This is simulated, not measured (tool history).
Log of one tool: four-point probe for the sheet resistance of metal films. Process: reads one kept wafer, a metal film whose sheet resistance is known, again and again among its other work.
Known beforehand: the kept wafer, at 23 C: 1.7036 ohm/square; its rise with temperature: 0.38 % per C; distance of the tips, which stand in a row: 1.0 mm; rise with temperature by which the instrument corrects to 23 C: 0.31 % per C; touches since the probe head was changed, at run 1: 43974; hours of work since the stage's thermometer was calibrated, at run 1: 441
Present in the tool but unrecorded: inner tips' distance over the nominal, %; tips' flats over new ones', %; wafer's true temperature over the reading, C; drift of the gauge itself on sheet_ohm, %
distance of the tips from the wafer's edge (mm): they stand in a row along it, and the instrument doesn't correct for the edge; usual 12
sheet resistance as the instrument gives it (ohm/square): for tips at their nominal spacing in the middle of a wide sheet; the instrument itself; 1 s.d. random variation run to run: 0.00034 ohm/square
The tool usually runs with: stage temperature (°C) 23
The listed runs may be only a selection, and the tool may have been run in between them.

| run | day | stage temperature (°C) | distance of the tips from the wafer's edge (mm) | touches since the probe head was changed | hours of work since the stage's thermometer was calibrated | sheet resistance as the instrument gives it (ohm/square) |
|---|---|---|---|---|---|---|
| 1 | 0.000 | 23 | 12 | 43974 | 441 | 1.700556 |
| 2 | 5.121 | 23 | 4 | 48870 | 536 | 1.748145 |
| 3 | 9.142 | 23 | 15 | 52710 | 610 | 1.696529 |
| 4 | 14.096 | 22 | 12 | 57446 | 702 | 1.697054 |
| 5 | 18.146 | 22 | 12 | 61318 | 778 | 1.695055 |
| 6 | 23.296 | 22 | 12 | 66239 | 873 | 1.695600 |
| 7 | 27.029 | 22 | 12 | 69808 | 942 | 1.693914 |
| 8 | 30.471 | 23 | 12 | 73098 | 1006 | 1.695114 |
| 9 | 35.438 | 23 | 12 | 77845 | 1098 | 1.693732 |
| 10 | 37.950 | 29 | 12 | 80246 | 1145 | 1.699375 |
| 11 | 41.271 | 29 | 12 | 83422 | 1207 | 1.698895 |
| 12 | 45.696 | 23 | 58 | 87648 | 1289 | 1.686283 |
| 13 | 50.167 | 25 | 5 | 91924 | 1372 | 1.722258 |
| 14 | 53.383 | 20 | 48 | 94999 | 1432 | 1.680819 |
|  | 53.750 | stage's thermometer calibrated |
| 15 | 57.817 | 28 | 48 | 99215 | 75 | 1.687354 |
| 16 | 60.583 | 28 | 32 | 101858 | 127 | 1.687051 |
| 17 | 64.846 | 27 | 5 | 105935 | 206 | 1.720476 |
| 18 | 67.754 | 18 | 27 | 108714 | 260 | 1.675687 |
|  | 72.417 | new probe head fitted |
| 19 | 72.821 | 18 | 27 | 385 | 353 | 1.689036 |
| 20 | 78.117 | 32 | 55 | 5445 | 451 | 1.702262 |

Here are 4 independent what-if runs from the current tool condition. What would each one return?
|  | 80.179 | stage's thermometer calibrated, once more |
| A | 82.454 | 18 | 34 | 9573 | 42 | ? |
|  | 80.179 | stage's thermometer calibrated, once more |
| B | 82.454 | 34 | 55 | 9573 | 42 | ? |
|  | 80.179 | stage's thermometer calibrated, once more |
| C | 82.454 | 21 | 53 | 9573 | 42 | ? |
|  | 80.179 | stage's thermometer calibrated, once more |
| D | 82.454 | 21 | 38 | 9573 | 42 | ? |

| run | sheet resistance as the instrument gives it (ohm/square) |
|---|---|
| A | 1.692880 |
| B | 1.709191 |
| C | 1.696025 |
| D | 1.696099 |
Without the tool's unlogged condition, the same runs would have read:
| run | sheet resistance as the instrument gives it (ohm/square) |
|---|---|
| A | 1.699379 |
| B | 1.715765 |
| C | 1.702538 |
| D | 1.702613 |

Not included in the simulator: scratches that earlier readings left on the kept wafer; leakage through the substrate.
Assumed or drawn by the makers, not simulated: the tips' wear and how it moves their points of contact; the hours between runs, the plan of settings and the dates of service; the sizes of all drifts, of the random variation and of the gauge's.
